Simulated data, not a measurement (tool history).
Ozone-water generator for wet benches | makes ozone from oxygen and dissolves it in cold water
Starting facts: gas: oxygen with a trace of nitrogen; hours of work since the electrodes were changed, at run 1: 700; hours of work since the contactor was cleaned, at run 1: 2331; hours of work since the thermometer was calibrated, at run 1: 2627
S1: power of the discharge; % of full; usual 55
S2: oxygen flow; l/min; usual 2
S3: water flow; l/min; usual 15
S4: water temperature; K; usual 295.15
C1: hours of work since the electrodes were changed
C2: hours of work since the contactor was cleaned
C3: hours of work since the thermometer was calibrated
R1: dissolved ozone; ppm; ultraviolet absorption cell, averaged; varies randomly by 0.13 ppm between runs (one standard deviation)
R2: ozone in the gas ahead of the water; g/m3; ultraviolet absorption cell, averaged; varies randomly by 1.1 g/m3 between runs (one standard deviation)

{"run": 1, "hour": 0.0, "S1": 55, "S2": 2, "S3": 15, "S4": 295.15, "C1": 700, "C2": 2331, "C3": 2627, "R1": 14.1, "R2": 192.3}
{"run": 2, "hour": 24.6, "S1": 55, "S2": 2, "S3": 15, "S4": 295.15, "C1": 716, "C2": 2346, "C3": 2642, "R1": 13.7, "R2": 192.4}
{"run": 3, "hour": 42.1, "S1": 55, "S2": 2, "S3": 15, "S4": 295.15, "C1": 726, "C2": 2357, "C3": 2653, "R1": 13.8, "R2": 192.9}
{"run": 4, "hour": 57.6, "S1": 55, "S2": 2, "S3": 15, "S4": 295.15, "C1": 736, "C2": 2366, "C3": 2663, "R1": 14, "R2": 191.4}
{"run": 5, "hour": 77.5, "S1": 55, "S2": 2, "S3": 15, "S4": 295.15, "C1": 748, "C2": 2378, "C3": 2675, "R1": 13.6, "R2": 190.3}
{"run": 6, "hour": 98.1, "S1": 55, "S2": 2, "S3": 15, "S4": 295.15, "C1": 761, "C2": 2391, "C3": 2688, "R1": 13.7, "R2": 190}
{"run": 7, "hour": 117.0, "S1": 55, "S2": 2, "S3": 15, "S4": 295.15, "C1": 773, "C2": 2403, "C3": 2699, "R1": 13.7, "R2": 191.5}
{"run": 8, "hour": 143.0, "S1": 55, "S2": 2, "S3": 15, "S4": 295.15, "C1": 789, "C2": 2419, "C3": 2715, "R1": 13.7, "R2": 192.4}
{"run": 9, "hour": 171.8, "S1": 55, "S2": 2, "S3": 15, "S4": 295.15, "C1": 806, "C2": 2437, "C3": 2733, "R1": 13.5, "R2": 192.2}
{"run": 10, "hour": 204.0, "S1": 55, "S2": 2, "S3": 15, "S4": 295.15, "C1": 826, "C2": 2456, "C3": 2753, "R1": 13.8, "R2": 191.1}
{"run": 11, "hour": 219.8, "S1": 55, "S2": 2, "S3": 15, "S4": 295.15, "C1": 836, "C2": 2466, "C3": 2763, "R1": 13.8, "R2": 190.3}
{"run": 12, "hour": 244.6, "S1": 55, "S2": 2, "S3": 15, "S4": 295.15, "C1": 851, "C2": 2482, "C3": 2778, "R1": 13.7, "R2": 188.1}
{"run": 13, "hour": 260.6, "S1": 54, "S2": 2, "S3": 17, "S4": 295.15, "C1": 861, "C2": 2491, "C3": 2788, "R1": 12, "R2": 188.2}
{"run": 14, "hour": 287.7, "S1": 55, "S2": 1.73, "S3": 20, "S4": 295.15, "C1": 878, "C2": 2508, "C3": 2804, "R1": 9.8, "R2": 202.5}
{"run": 15, "hour": 307.6, "S1": 44, "S2": 1.18, "S3": 14, "S4": 291.15, "C1": 890, "C2": 2520, "C3": 2817, "R1": 10.9, "R2": 205}
{"run": 16, "hour": 327.8, "S1": 44, "S2": 1.18, "S3": 14, "S4": 301.15, "C1": 903, "C2": 2533, "C3": 2829, "R1": 10, "R2": 201.9}
{"run": 17, "hour": 347.7, "S1": 44, "S2": 1.18, "S3": 14, "S4": 301.15, "C1": 915, "C2": 2545, "C3": 2841, "R1": 9.9, "R2": 202}
{"run": 18, "hour": 382.5, "S1": 44, "S2": 1.18, "S3": 14, "S4": 301.15, "C1": 936, "C2": 2567, "C3": 2863, "R1": 9.9, "R2": 201.5}
{"run": 19, "hour": 404.8, "S1": 54, "S2": 2, "S3": 10, "S4": 301.15, "C1": 950, "C2": 2580, "C3": 2877, "R1": 17, "R2": 188.6}
{"run": 20, "hour": 430.2, "S1": 46, "S2": 1.03, "S3": 17, "S4": 291.15, "C1": 966, "C2": 2596, "C3": 2892, "R1": 8.5, "R2": 217.2}
{"run": 21, "hour": 465.0, "S1": 46, "S2": 1.03, "S3": 17, "S4": 291.15, "C1": 987, "C2": 2617, "C3": 2914, "R1": 8.4, "R2": 216.1}
{"run": 22, "hour": 491.0, "S1": 77, "S2": 2.9, "S3": 17, "S4": 291.15, "C1": 1003, "C2": 2633, "C3": 2930, "R1": 17.3, "R2": 202}
{"run": 23, "hour": 522.5, "S1": 77, "S2": 2.9, "S3": 17, "S4": 291.15, "C1": 1023, "C2": 2653, "C3": 2949, "R1": 17.2, "R2": 201.3}
{"run": 24, "hour": 541.8, "S1": 82, "S2": 1.01, "S3": 17, "S4": 298.15, "C1": 1035, "C2": 2665, "C3": 2961, "R1": 11.3, "R2": 302.7}

Branching from run 24: 5 alternative next runs. What would each branch give?
{"run": "A", "hour": 576.8, "S1": 82, "S2": 2.26, "S3": 17, "S4": 298.15, "C1": 1056, "C2": 2686, "C3": 2983, "R1": "?", "R2": "?"}
{"run": "B", "hour": 576.8, "S1": 64, "S2": 2, "S3": 15, "S4": 288.15, "C1": 1056, "C2": 2686, "C3": 2983, "R1": "?", "R2": "?"}
{"run": "C", "hour": 576.8, "S1": 68, "S2": 1.01, "S3": 12, "S4": 300.15, "C1": 1056, "C2": 2686, "C3": 2983, "R1": "?", "R2": "?"}
{"run": "D", "hour": 576.8, "S1": 82, "S2": 1.01, "S3": 17, "S4": 296.15, "C1": 1056, "C2": 2686, "C3": 2983, "R1": "?", "R2": "?"}
{"run": "E", "hour": 576.8, "S1": 82, "S2": 1.71, "S3": 10, "S4": 298.15, "C1": 1056, "C2": 2686, "C3": 2983, "R1": "?", "R2": "?"}

run=A R1=15.1 R2=226.8
run=B R1=15.5 R2=205.2
run=C R1=14.1 R2=271.6
run=D R1=11.4 R2=305.9
run=E R1=21.9 R2=252.3
Without the tool's unlogged condition, the same runs would have read:
run=A R1=17.3 R2=242.5
run=B R1=17.5 R2=217.4
run=C R1=15.9 R2=288.4
run=D R1=13.1 R2=327.1
run=E R1=24.7 R2=269.7

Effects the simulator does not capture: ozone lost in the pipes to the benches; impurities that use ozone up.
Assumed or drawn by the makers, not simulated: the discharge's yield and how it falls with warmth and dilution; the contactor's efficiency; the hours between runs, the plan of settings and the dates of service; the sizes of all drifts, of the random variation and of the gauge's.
